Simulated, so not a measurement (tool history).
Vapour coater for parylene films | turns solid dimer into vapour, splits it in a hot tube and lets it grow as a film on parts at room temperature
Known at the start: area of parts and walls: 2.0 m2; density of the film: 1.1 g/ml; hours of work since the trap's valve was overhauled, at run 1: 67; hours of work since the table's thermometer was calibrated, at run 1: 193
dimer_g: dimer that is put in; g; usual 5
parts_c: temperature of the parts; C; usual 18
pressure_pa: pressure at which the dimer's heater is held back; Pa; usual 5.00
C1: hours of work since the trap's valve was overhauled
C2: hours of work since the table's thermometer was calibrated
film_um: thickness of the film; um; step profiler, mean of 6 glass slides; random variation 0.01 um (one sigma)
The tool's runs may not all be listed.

run 1 hour=0.0 | dimer_g=5 parts_c=18 pressure_pa=5.00 | C1=67 C2=193 | film_um=1.31
run 2 hour=37.0 | dimer_g=5 parts_c=18 pressure_pa=5.00 | C1=92 C2=218 | film_um=1.28
run 3 hour=64.9 | dimer_g=5 parts_c=18 pressure_pa=5.00 | C1=110 C2=237 | film_um=1.28
run 4 hour=94.1 | dimer_g=5 parts_c=18 pressure_pa=5.00 | C1=130 C2=257 | film_um=1.27
run 5 hour=160.2 | dimer_g=5 parts_c=18 pressure_pa=5.00 | C1=175 C2=301 | film_um=1.26
run 6 hour=196.0 | dimer_g=5 parts_c=18 pressure_pa=5.00 | C1=199 C2=325 | film_um=1.27
run 7 hour=255.6 | dimer_g=5 parts_c=18 pressure_pa=5.00 | C1=239 C2=366 | film_um=1.24
run 8 hour=306.8 | dimer_g=5 parts_c=18 pressure_pa=11.12 | C1=274 C2=400 | film_um=1.07
run 9 hour=372.9 | dimer_g=5 parts_c=18 pressure_pa=11.12 | C1=318 C2=445 | film_um=1.06
run 10 hour=415.2 | dimer_g=5 parts_c=18 pressure_pa=5.00 | C1=347 C2=473 | film_um=1.22
run 11 hour=458.5 | dimer_g=5 parts_c=18 pressure_pa=2.90 | C1=376 C2=503 | film_um=1.35
run 12 hour=506.2 | dimer_g=5 parts_c=18 pressure_pa=2.90 | C1=408 C2=535 | film_um=1.31
run 13 hour=572.3 | dimer_g=5 parts_c=18 pressure_pa=5.00 | C1=453 C2=580 | film_um=1.20
run 14 hour=636.7 | dimer_g=5 parts_c=16 pressure_pa=5.00 | C1=497 C2=623 | film_um=1.28
-- hour=692.6 trap's valve overhauled
run 15 hour=705.9 | dimer_g=5 parts_c=16 pressure_pa=5.00 | C1=9 C2=667 | film_um=1.49
run 16 hour=760.3 | dimer_g=5 parts_c=18 pressure_pa=5.00 | C1=46 C2=704 | film_um=1.36
run 17 hour=824.3 | dimer_g=4 parts_c=14 pressure_pa=6.64 | C1=89 C2=747 | film_um=1.18
run 18 hour=882.1 | dimer_g=4 parts_c=14 pressure_pa=6.64 | C1=128 C2=786 | film_um=1.18
run 19 hour=916.6 | dimer_g=7 parts_c=14 pressure_pa=2.34 | C1=151 C2=809 | film_um=2.47
run 20 hour=955.7 | dimer_g=4 parts_c=20 pressure_pa=2.34 | C1=178 C2=836 | film_um=1.12
-- hour=961.1 table's thermometer calibrated
run 21 hour=988.9 | dimer_g=5 parts_c=20 pressure_pa=2.34 | C1=199 C2=19 | film_um=1.41
run 22 hour=1025.9 | dimer_g=5 parts_c=11 pressure_pa=2.34 | C1=224 C2=44 | film_um=2.00
run 23 hour=1082.8 | dimer_g=5 parts_c=14 pressure_pa=2.34 | C1=263 C2=82 | film_um=1.77
-- hour=1088.2 table's thermometer calibrated, once more
run 24 hour=1113.5 | dimer_g=5 parts_c=14 pressure_pa=2.34 | C1=283 C2=17 | film_um=1.65
run 25 hour=1175.4 | dimer_g=5 parts_c=14 pressure_pa=2.34 | C1=325 C2=59 | film_um=1.62
run 26 hour=1219.8 | dimer_g=5 parts_c=14 pressure_pa=2.34 | C1=355 C2=89 | film_um=1.64
run 27 hour=1263.7 | dimer_g=2 parts_c=19 pressure_pa=4.87 | C1=384 C2=119 | film_um=0.47
run 28 hour=1311.2 | dimer_g=2 parts_c=19 pressure_pa=4.87 | C1=416 C2=151 | film_um=0.45
run 29 hour=1358.9 | dimer_g=6 parts_c=16 pressure_pa=5.00 | C1=449 C2=183 | film_um=1.52
run 30 hour=1395.4 | dimer_g=4 parts_c=26 pressure_pa=8.25 | C1=473 C2=207 | film_um=0.60
run 31 hour=1451.7 | dimer_g=4 parts_c=26 pressure_pa=8.25 | C1=511 C2=246 | film_um=0.59
-- hour=1487.0 trap's valve overhauled
run 32 hour=1518.2 | dimer_g=4 parts_c=26 pressure_pa=8.25 | C1=21 C2=288 | film_um=0.70

Forecast each of these 5 alternatives for the next run:
run A hour=1564.4 | dimer_g=4 parts_c=23 pressure_pa=9.39 | C1=52 C2=319 | film_um=?
run B hour=1564.4 | dimer_g=6 parts_c=18 pressure_pa=2.79 | C1=52 C2=319 | film_um=?
run C hour=1564.4 | dimer_g=2 parts_c=15 pressure_pa=5.00 | C1=52 C2=319 | film_um=?
run D hour=1564.4 | dimer_g=6 parts_c=14 pressure_pa=4.47 | C1=52 C2=319 | film_um=?
run E hour=1564.4 | dimer_g=5 parts_c=16 pressure_pa=8.25 | C1=52 C2=319 | film_um=?

run=A film_um=0.77
run=B film_um=1.77
run=C film_um=0.61
run=D film_um=1.91
run=E film_um=1.28
Without the tool's hidden state the same runs would have given:
run=A film_um=0.76
run=B film_um=1.77
run=C film_um=0.61
run=D film_um=1.91
run=E film_um=1.28
